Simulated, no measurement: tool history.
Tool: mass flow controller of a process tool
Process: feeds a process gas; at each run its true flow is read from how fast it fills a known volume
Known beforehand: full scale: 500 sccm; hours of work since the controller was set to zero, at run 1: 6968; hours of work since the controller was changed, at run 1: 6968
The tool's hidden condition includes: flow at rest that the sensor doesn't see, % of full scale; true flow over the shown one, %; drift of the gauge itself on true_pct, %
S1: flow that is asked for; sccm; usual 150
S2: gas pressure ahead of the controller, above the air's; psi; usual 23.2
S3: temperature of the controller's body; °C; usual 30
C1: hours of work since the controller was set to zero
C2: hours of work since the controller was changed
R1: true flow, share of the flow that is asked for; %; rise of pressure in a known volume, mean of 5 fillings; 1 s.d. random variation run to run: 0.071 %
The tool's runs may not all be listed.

| run | hour | S1 | S2 | S3 | C1 | C2 | R1 |
|---|---|---|---|---|---|---|---|
| 1 | 0 | 150 | 23.2 | 30 | 6968 | 6968 | 99.52 |
| 2 | 70.3 | 150 | 23.2 | 30 | 6997 | 6997 | 99.55 |
| 3 | 135.2 | 150 | 27.1 | 30 | 7024 | 7024 | 99.63 |
| 4 | 237.9 | 150 | 27.1 | 30 | 7067 | 7067 | 99.69 |
| 5 | 344.4 | 150 | 23.9 | 30 | 7111 | 7111 | 99.89 |
| 6 | 437.5 | 150 | 23.9 | 30 | 7150 | 7150 | 100.05 |
| 7 | 509.6 | 150 | 23.9 | 30 | 7179 | 7179 | 100.07 |
|  | 577.4 | controller exchanged for a calibrated one |
| 8 | 605.8 | 150 | 23.9 | 20 | 12 | 12 | 99.31 |
| 9 | 668 | 163 | 23.2 | 30 | 38 | 38 | 100.14 |
| 10 | 748.8 | 163 | 23.2 | 30 | 71 | 71 | 100.18 |
| 11 | 837 | 163 | 23.2 | 30 | 108 | 108 | 100.4 |
| 12 | 914.3 | 150 | 23.2 | 38 | 140 | 140 | 100.95 |
| 13 | 1017.4 | 150 | 23.2 | 38 | 182 | 182 | 101.07 |
| 14 | 1133.4 | 150 | 30.5 | 30 | 230 | 230 | 100.55 |
| 15 | 1223.9 | 150 | 30.5 | 30 | 268 | 268 | 100.54 |
| 16 | 1337.5 | 150 | 23.2 | 30 | 315 | 315 | 100.9 |
| 17 | 1411.8 | 88 | 23.2 | 30 | 346 | 346 | 100.69 |
| 18 | 1496 | 150 | 23.2 | 30 | 381 | 381 | 100.93 |
| 19 | 1598.5 | 150 | 23.2 | 30 | 423 | 423 | 100.91 |
| 20 | 1648.1 | 150 | 23.2 | 30 | 444 | 444 | 101.27 |
| 21 | 1735.6 | 150 | 23.2 | 30 | 480 | 480 | 101.04 |
| 22 | 1798.6 | 150 | 38.1 | 30 | 506 | 506 | 101.03 |
|  | 1845.3 | gauge calibrated |
| 23 | 1878.4 | 150 | 40.5 | 30 | 539 | 539 | 99.16 |
| 24 | 1970 | 150 | 27.1 | 30 | 577 | 577 | 99.64 |
| 25 | 2061.2 | 150 | 23.2 | 30 | 615 | 615 | 99.65 |
| 26 | 2129.9 | 150 | 23.2 | 30 | 644 | 644 | 99.86 |
| 27 | 2212.5 | 150 | 23.2 | 26 | 678 | 678 | 99.66 |
| 28 | 2293 | 197 | 27.6 | 32 | 711 | 711 | 100.07 |
| 29 | 2343.6 | 197 | 27.6 | 32 | 732 | 732 | 100.15 |
| 30 | 2394.3 | 197 | 38.3 | 26 | 753 | 753 | 99.67 |
| 31 | 2474 | 51 | 28.3 | 37 | 786 | 786 | 100.3 |
| 32 | 2581.3 | 231 | 27.8 | 23 | 831 | 831 | 99.91 |
| 33 | 2662.3 | 300 | 20.9 | 34 | 864 | 864 | 100.97 |
| 34 | 2762.3 | 300 | 20.9 | 34 | 906 | 906 | 101.06 |
| 35 | 2866.4 | 300 | 20.9 | 34 | 949 | 949 | 101.06 |
| 36 | 2947.7 | 237 | 38.4 | 21 | 983 | 983 | 99.98 |
| 37 | 3035.5 | 150 | 30.5 | 30 | 1019 | 1019 | 100.59 |
| 38 | 3121.4 | 150 | 30.5 | 39 | 1055 | 1055 | 101.35 |
| 39 | 3170.7 | 79 | 33.6 | 38 | 1075 | 1075 | 100.96 |
| 40 | 3280.3 | 391 | 23.5 | 27 | 1120 | 1120 | 101.24 |
| 41 | 3351.4 | 280 | 23.2 | 23 | 1150 | 1150 | 100.8 |
| 42 | 3457.3 | 131 | 36.4 | 39 | 1194 | 1194 | 101.44 |
| 43 | 3553 | 131 | 36.4 | 39 | 1234 | 1234 | 101.64 |
| 44 | 3634.6 | 131 | 36.4 | 39 | 1267 | 1267 | 101.43 |
| 45 | 3721.1 | 131 | 36.4 | 39 | 1303 | 1303 | 101.56 |
| 46 | 3834.2 | 150 | 23.2 | 30 | 1350 | 1350 | 101.46 |
| 47 | 3930.3 | 357 | 22.8 | 28 | 1390 | 1390 | 101.88 |
|  | 3956 | gauge calibrated |
| 48 | 3994 | 357 | 22.8 | 28 | 1416 | 1416 | 99.89 |
| 49 | 4065.4 | 143 | 39.3 | 30 | 1446 | 1446 | 99.34 |

Here are 3 independent what-if runs from the current tool condition. What would each one return?
| A | 4132.8 | 143 | 26.7 | 26 | 1474 | 1474 | ? |
| B | 4132.8 | 150 | 23.2 | 27 | 1474 | 1474 | ? |
| C | 4132.8 | 71 | 21 | 37 | 1474 | 1474 | ? |

| run | R1 |
|---|---|
| A | 99.44 |
| B | 99.47 |
| C | 99.91 |
What these runs would have given with no unlogged condition in the tool:
| run | R1 |
|---|---|
| A | 99.27 |
| B | 99.3 |
| C | 99.74 |
